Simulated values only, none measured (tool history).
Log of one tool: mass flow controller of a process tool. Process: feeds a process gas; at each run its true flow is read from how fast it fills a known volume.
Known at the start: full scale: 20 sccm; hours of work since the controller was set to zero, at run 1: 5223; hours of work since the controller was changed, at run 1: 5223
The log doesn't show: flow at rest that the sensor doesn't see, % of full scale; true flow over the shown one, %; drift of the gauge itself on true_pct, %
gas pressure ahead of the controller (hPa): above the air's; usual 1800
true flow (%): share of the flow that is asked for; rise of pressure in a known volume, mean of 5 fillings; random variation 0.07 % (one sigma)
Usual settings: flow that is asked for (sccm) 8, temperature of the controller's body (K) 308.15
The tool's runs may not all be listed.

run,hour,flow that is asked for (sccm),gas pressure ahead of the controller (hPa),temperature of the controller's body (K),hours of work since the controller was set to zero,hours of work since the controller was changed,true flow (%)
1,0.0,8,1800,308.15,5223,5223,98.23
2,213.8,8,1800,308.15,5299,5299,98.24
3,585.6,8,1800,308.15,5432,5432,98.09
4,922.4,8,1800,294.15,5553,5553,97.72
5,1165.4,8,1800,294.15,5640,5640,97.74
6,1432.6,8,2290,308.15,5735,5735,98.38
7,1656.4,8,2290,308.15,5815,5815,98.35
8,1878.7,20,1980,298.15,5894,5894,100.69
9,2145.7,20,1980,298.15,5990,5990,100.56
10,2581.9,7,2110,305.15,6146,6146,97.84
11,2843.4,7,2110,305.15,6239,6239,97.90
# hour 2913.3: controller's zero set anew
12,3204.8,5,2390,305.15,104,6368,99.51
13,3629.1,5,2390,305.15,256,6520,99.38
14,3995.8,5,2390,305.15,387,6651,99.43

Forecast each of these 4 alternatives for the next run:
A,4301.1,6,1800,298.15,496,6760,?
B,4301.1,8,1800,299.15,496,6760,?
C,4301.1,5,2580,305.15,496,6760,?
D,4301.1,18,2050,293.15,496,6760,?

run,true flow (%)
A,99.14
B,99.54
C,99.59
D,101.01
Without the tool's hidden state the same runs would have given:
run,true flow (%)
A,97.92
B,98.25
C,98.42
D,99.60

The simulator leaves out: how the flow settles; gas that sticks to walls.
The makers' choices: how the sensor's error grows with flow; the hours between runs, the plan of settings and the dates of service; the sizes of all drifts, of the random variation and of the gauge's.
